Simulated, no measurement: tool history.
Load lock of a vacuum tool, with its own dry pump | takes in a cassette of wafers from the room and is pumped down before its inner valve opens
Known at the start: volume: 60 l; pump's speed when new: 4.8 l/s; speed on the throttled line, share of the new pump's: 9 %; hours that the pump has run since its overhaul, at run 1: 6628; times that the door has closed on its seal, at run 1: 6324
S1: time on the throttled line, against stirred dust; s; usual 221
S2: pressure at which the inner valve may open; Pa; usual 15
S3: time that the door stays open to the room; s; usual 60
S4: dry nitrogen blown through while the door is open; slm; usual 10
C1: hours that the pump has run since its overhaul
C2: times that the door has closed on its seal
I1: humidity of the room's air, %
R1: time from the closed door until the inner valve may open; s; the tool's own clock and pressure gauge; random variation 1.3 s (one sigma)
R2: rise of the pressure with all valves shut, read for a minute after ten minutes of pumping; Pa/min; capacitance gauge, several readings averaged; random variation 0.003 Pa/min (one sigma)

| run | hour | S1 | S2 | S3 | S4 | C1 | C2 | I1 | R1 | R2 |
|---|---|---|---|---|---|---|---|---|---|---|
| 1 | 0 | 221 | 15 | 60 | 10 | 6628 | 6324 | 46.4 | 318.6 | 0.096 |
| 2 | 54.3 | 221 | 15 | 36 | 10 | 6682 | 6462 | 47.4 | 317.1 | 0.075 |
| 3 | 168.1 | 221 | 15 | 36 | 10 | 6796 | 6752 | 46.8 | 315.8 | 0.08 |
| 4 | 217.5 | 221 | 15 | 60 | 10 | 6845 | 6878 | 44 | 317.6 | 0.09 |
| 5 | 295.9 | 221 | 15 | 60 | 10 | 6924 | 7078 | 48.8 | 318 | 0.093 |
| 6 | 380.4 | 221 | 15 | 60 | 10 | 7008 | 7293 | 45.8 | 318.8 | 0.093 |
| 7 | 462 | 221 | 15 | 60 | 10 | 7090 | 7501 | 46.8 | 319.1 | 0.095 |
| 8 | 556.5 | 221 | 15 | 60 | 10 | 7184 | 7742 | 46.1 | 317.8 | 0.101 |
| 9 | 609.1 | 221 | 15 | 46 | 10 | 7237 | 7876 | 47.2 | 317.6 | 0.091 |
| 10 | 665.5 | 221 | 15 | 60 | 10 | 7293 | 8020 | 45.7 | 317.5 | 0.097 |
| 11 | 724.4 | 221 | 15 | 60 | 10 | 7352 | 8170 | 47.7 | 318.3 | 0.099 |
| 12 | 790.8 | 221 | 15 | 60 | 10 | 7418 | 8339 | 46.3 | 318.7 | 0.104 |
| 13 | 880.5 | 221 | 15 | 60 | 6 | 7508 | 8568 | 46.9 | 319.4 | 0.114 |
| 14 | 960 | 221 | 15 | 60 | 6 | 7588 | 8770 | 44.4 | 316.9 | 0.113 |
| 15 | 1057.1 | 224 | 15 | 60 | 10 | 7685 | 9018 | 44.8 | 321.3 | 0.111 |
| 16 | 1169.5 | 221 | 15 | 60 | 10 | 7797 | 9304 | 47.6 | 318.6 | 0.121 |
| 17 | 1271.1 | 221 | 15 | 60 | 10 | 7899 | 9563 | 47.9 | 320.2 | 0.122 |
| 18 | 1371.1 | 221 | 15 | 60 | 10 | 7999 | 9818 | 42.3 | 321.2 | 0.12 |
| 19 | 1420.6 | 249 | 15 | 44 | 10 | 8048 | 9944 | 44.4 | 343.4 | 0.116 |
| 20 | 1514.2 | 379 | 25 | 39 | 30 | 8142 | 10183 | 44.3 | 456.2 | 0.107 |
| 21 | 1617.9 | 185 | 15 | 58 | 7 | 8246 | 10447 | 44.8 | 288.2 | 0.13 |
| 22 | 1708.3 | 185 | 15 | 58 | 7 | 8336 | 10677 | 47.7 | 288.9 | 0.134 |
| 23 | 1795.4 | 185 | 15 | 58 | 7 | 8423 | 10899 | 44.7 | 286.8 | 0.14 |
| 24 | 1860.7 | 185 | 15 | 58 | 7 | 8488 | 11066 | 44.6 | 288.2 | 0.136 |
| 25 | 1944.2 | 185 | 15 | 58 | 7 | 8572 | 11279 | 45.7 | 287.7 | 0.146 |
| 26 | 2037.8 | 185 | 15 | 58 | 7 | 8665 | 11517 | 45.6 | 287.6 | 0.142 |
| 27 | 2108.7 | 185 | 15 | 223 | 15 | 8736 | 11698 | 40.2 | 286 | 0.166 |
| 28 | 2203.1 | 185 | 15 | 32 | 5 | 8831 | 11938 | 44 | 289.9 | 0.141 |
| 29 | 2251.7 | 179 | 19 | 46 | 26 | 8879 | 12062 | 44.1 | 279 | 0.131 |

Run 30 comes next. What will it give?
| 30 | 2307.7 | 221 | 22 | 60 | 10 | 8935 | 12205 | 41.2 | ? | ? |

{"run 30": {"R1": 313.1, "R2": 0.147}}
Without the tool's hidden state the same run would have given R1 304.6 s, R2 0.033 Pa/min.

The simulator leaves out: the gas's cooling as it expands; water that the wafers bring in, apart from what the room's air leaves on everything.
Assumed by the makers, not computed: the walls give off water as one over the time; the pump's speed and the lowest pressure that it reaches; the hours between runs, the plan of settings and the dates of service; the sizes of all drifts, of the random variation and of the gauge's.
